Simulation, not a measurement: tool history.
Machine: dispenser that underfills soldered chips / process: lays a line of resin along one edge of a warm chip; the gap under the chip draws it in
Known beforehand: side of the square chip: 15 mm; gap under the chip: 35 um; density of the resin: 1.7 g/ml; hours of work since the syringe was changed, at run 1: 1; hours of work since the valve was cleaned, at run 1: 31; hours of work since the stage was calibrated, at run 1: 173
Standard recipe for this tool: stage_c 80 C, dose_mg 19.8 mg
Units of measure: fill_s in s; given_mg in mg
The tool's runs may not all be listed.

run,hour,stage_c,dose_mg,hours of work since the syringe was changed,hours of work since the valve was cleaned,hours of work since the stage was calibrated,fill_s,given_mg
1,0,80,19.8,1,31,173,396.8,19.17
# hour 8.5: new syringe of resin
2,12.6,80,22.1,3,40,182,440.9,21.51
# hour 18.8: new syringe of resin
3,20.4,95,19.8,1,46,188,259.5,19.18
# hour 28.9: new syringe of resin
4,32,95,19.8,2,55,196,277.3,19.06
# hour 39.1: new syringe of resin
5,40.5,95,19.8,1,61,202,261.6,18.89
6,47,80,19.8,6,66,207,523.6,18.81
# hour 49.3: new syringe of resin
7,52.8,80,19,3,70,211,445.6,18.02
# hour 59.3: new syringe of resin
8,60.6,80,19,1,75,217,413.7,18.1
# hour 65.6: dispensing valve cleaned and set on the balance
9,67.7,80,19.8,6,2,222,523.2,19.9
# hour 70.2: new syringe of resin
# hour 80.6: new syringe of resin
10,80.6,80,25.4,0,11,231,363.5,25.21
# hour 90.6: new syringe of resin
11,92.7,80,25.4,2,20,240,400.8,25
# hour 101: new syringe of resin
12,105.4,80,25.4,3,29,249,440.8,24.99
# hour 111: new syringe of resin
13,115.7,86,19.8,4,37,256,385.6,19.24
# hour 121.5: new syringe of resin
14,123.7,86,19.8,2,42,262,349.1,19.19
# hour 131.3: new syringe of resin
15,135.8,83,19.8,3,51,271,421.3,19.16
# hour 141.5: new syringe of resin
16,143.6,80,19.5,2,57,277,408,18.64
17,149.1,80,19.5,6,61,281,527.4,18.72
# hour 151.6: new syringe of resin
18,159.3,80,19.5,6,68,288,534.1,18.67
# hour 161.6: new syringe of resin
19,170.5,80,19.5,7,77,297,554.7,18.45
# hour 172.1: new syringe of resin
# hour 174.3: dispensing valve cleaned and set on the balance
20,179.7,77,17.4,5,4,303,563.6,17.41
# hour 183.2: new syringe of resin
21,191.3,94,21.5,6,13,311,347.8,21.41
# hour 193.4: new syringe of resin
22,198.4,66,19.9,4,18,316,720.1,19.67
# hour 203.8: new syringe of resin
23,210.8,66,19.9,5,27,325,789.5,19.53
# hour 213.9: new syringe of resin
24,219,66,17.9,4,33,331,754.3,17.4
# hour 224: new syringe of resin
# hour 225.7: stage's temperature calibrated
25,230.5,66,17.9,4,40,4,730.9,17.33
# hour 235.1: new syringe of resin
26,237.9,66,17.9,2,46,9,666.6,17.2
# hour 245.7: new syringe of resin
27,247.8,66,24,2,53,16,602.3,23.13
# hour 255.6: new syringe of resin
28,257.1,92,25.5,1,60,23,275.7,24.41
# hour 265.8: new syringe of resin
29,266.5,79,20.4,1,67,30,398.3,19.38
30,272.8,82,19.8,5,71,35,476.6,18.58
# hour 276: new syringe of resin
31,281.3,83,23.6,4,78,41,421,22.35
# hour 284.3: dispensing valve cleaned and set on the balance
# hour 287.9: new syringe of resin
32,295.5,71,19.7,6,8,50,674.8,19.5
# hour 297.9: new syringe of resin
33,305.4,71,19.7,6,15,58,674.5,19.26

4 ways to go on from here, each from the tool as it stands after run 33. What would each give?
# hour 307.9: new syringe of resin
# hour 317.9: new syringe of resin
A,318.2,90,21.9,0,25,67,?,?
# hour 307.9: new syringe of resin
# hour 317.9: new syringe of resin
B,318.2,80,22.2,0,25,67,?,?
# hour 307.9: new syringe of resin
# hour 317.9: new syringe of resin
C,318.2,86,19.5,0,25,67,?,?
# hour 307.9: new syringe of resin
# hour 317.9: new syringe of resin
D,318.2,73,18.6,0,25,67,?,?

run,fill_s,given_mg
A,279.3,21.39
B,374.2,21.77
C,318.8,19.19
D,478.5,18.11
With the hidden condition removed and each run's random variation left untouched, the same runs would have given:
run,fill_s,given_mg
A,271.1,21.88
B,363.3,22.27
C,308.8,19.62
D,462.9,18.52
